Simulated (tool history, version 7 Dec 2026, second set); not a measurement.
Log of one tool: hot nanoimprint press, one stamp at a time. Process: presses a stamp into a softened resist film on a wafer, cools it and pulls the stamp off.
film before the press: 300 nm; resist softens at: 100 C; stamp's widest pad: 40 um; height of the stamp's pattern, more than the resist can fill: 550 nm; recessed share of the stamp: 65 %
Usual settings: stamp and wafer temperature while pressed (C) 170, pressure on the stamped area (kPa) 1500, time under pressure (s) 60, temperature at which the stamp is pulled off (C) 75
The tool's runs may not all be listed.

| run | hour | stamp and wafer temperature while pressed (C) | pressure on the stamped area (kPa) | time under pressure (s) | temperature at which the stamp is pulled off (C) | resist left under the stamp's widest pad (nm) | greatest force while the stamp is pulled off (N) |
|---|---|---|---|---|---|---|---|
| 1 | 0 | 170 | 1500 | 60 | 75 | 161.8 | 190 |
| 2 | 4.3 | 170 | 1500 | 60 | 75 | 161.8 | 182 |
| 3 | 12.9 | 170 | 950 | 60 | 75 | 188.5 | 184 |
| 4 | 19 | 170 | 950 | 60 | 75 | 187.2 | 182 |
| 5 | 23.6 | 170 | 950 | 40 | 75 | 211.3 | 187 |
| 6 | 33.1 | 170 | 950 | 40 | 75 | 210.9 | 196 |
| 7 | 40.4 | 173 | 1190 | 51 | 76 | 161.6 | 183 |
| 8 | 47.2 | 170 | 1890 | 60 | 75 | 148 | 183 |
| 9 | 56.6 | 176 | 1450 | 108 | 77 | 94.4 | 184 |
| 10 | 61.3 | 176 | 950 | 60 | 75 | 144 | 181 |
| 11 | 68.4 | 176 | 1360 | 39 | 75 | 148.1 | 188 |
| 12 | 77.4 | 170 | 1500 | 45 | 77 | 177.1 | 177 |

Forecast each of these 5 alternatives for the next run:
| A | 85 | 170 | 1500 | 100 | 68 | ? | ? |
| B | 85 | 165 | 1500 | 31 | 75 | ? | ? |
| C | 85 | 170 | 1500 | 41 | 65 | ? | ? |
| D | 85 | 170 | 1030 | 60 | 80 | ? | ? |
| E | 85 | 170 | 1500 | 50 | 69 | ? | ? |

| run | resist left under the stamp's widest pad (nm) | greatest force while the stamp is pulled off (N) |
|---|---|---|
| A | 133.4 | 216 |
| B | 234.7 | 180 |
| C | 183.3 | 219 |
| D | 183.1 | 171 |
| E | 172.2 | 216 |
Without the tool's hidden state the same runs would have given:
| run | resist left under the stamp's widest pad (nm) | greatest force while the stamp is pulled off (N) |
|---|---|---|
| A | 133.3 | 215 |
| B | 234.6 | 179 |
| C | 183.2 | 219 |
| D | 182.9 | 171 |
| E | 172 | 215 |
